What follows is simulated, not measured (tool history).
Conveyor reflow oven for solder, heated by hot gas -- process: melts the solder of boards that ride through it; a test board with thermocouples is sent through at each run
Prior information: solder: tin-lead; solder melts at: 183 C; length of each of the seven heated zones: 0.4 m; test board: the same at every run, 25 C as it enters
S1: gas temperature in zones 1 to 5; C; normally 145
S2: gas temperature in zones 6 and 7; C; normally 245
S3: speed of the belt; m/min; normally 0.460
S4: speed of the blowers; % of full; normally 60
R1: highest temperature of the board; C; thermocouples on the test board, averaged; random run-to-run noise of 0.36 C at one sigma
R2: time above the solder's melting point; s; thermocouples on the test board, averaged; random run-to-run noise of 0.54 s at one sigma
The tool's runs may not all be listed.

| run | hour | S1 | S2 | S3 | S4 | R1 | R2 |
|---|---|---|---|---|---|---|---|
| 1 | 0.0 | 145 | 245 | 0.460 | 60 | 223.6 | 87.7 |
| 2 | 10.0 | 145 | 257 | 0.460 | 60 | 233.0 | 97.2 |
| 3 | 17.9 | 145 | 257 | 0.460 | 60 | 233.5 | 96.7 |
| 4 | 24.5 | 145 | 257 | 0.460 | 60 | 233.3 | 95.9 |
| 5 | 34.9 | 159 | 257 | 0.460 | 60 | 236.6 | 106.0 |
| 6 | 43.1 | 147 | 245 | 0.460 | 60 | 222.8 | 88.6 |
| 7 | 53.7 | 147 | 245 | 0.395 | 60 | 228.4 | 109.2 |
| 8 | 67.4 | 147 | 245 | 0.395 | 60 | 228.7 | 110.8 |
| 9 | 81.0 | 147 | 245 | 0.395 | 60 | 227.9 | 110.4 |
|  | 87.0 | flux residue cleaned out of gas plates and filters |
| 10 | 98.4 | 147 | 245 | 0.395 | 60 | 227.6 | 109.4 |
| 11 | 110.9 | 145 | 245 | 0.472 | 60 | 220.6 | 83.6 |
| 12 | 123.5 | 145 | 245 | 0.472 | 60 | 221.1 | 84.5 |
| 13 | 129.4 | 145 | 245 | 0.472 | 60 | 220.3 | 83.7 |
|  | 145.8 | flux residue cleaned out of gas plates and filters, once more |
| 14 | 147.1 | 145 | 245 | 0.472 | 60 | 224.9 | 85.6 |
| 15 | 158.2 | 131 | 245 | 0.460 | 60 | 221.8 | 80.6 |
| 16 | 166.9 | 131 | 245 | 0.460 | 60 | 222.3 | 80.6 |
| 17 | 172.9 | 145 | 245 | 0.500 | 57 | 219.9 | 78.2 |
| 18 | 184.8 | 155 | 241 | 0.506 | 60 | 220.3 | 82.4 |
| 19 | 191.0 | 155 | 245 | 0.402 | 60 | 231.3 | 115.8 |
| 20 | 198.8 | 155 | 245 | 0.402 | 60 | 231.7 | 115.6 |
| 21 | 210.9 | 145 | 242 | 0.501 | 72 | 223.7 | 80.5 |
| 22 | 218.8 | 145 | 260 | 0.460 | 65 | 240.1 | 101.2 |

Predict the results of run 23:
| 23 | 226.6 | 145 | 260 | 0.460 | 65 | ? | ? |

For run 23 the tool returned R1 240.1 C, R2 100.9 s.
Had the tool carried no hidden state, the very same run would have given R1 239.4 C, R2 98.6 s.
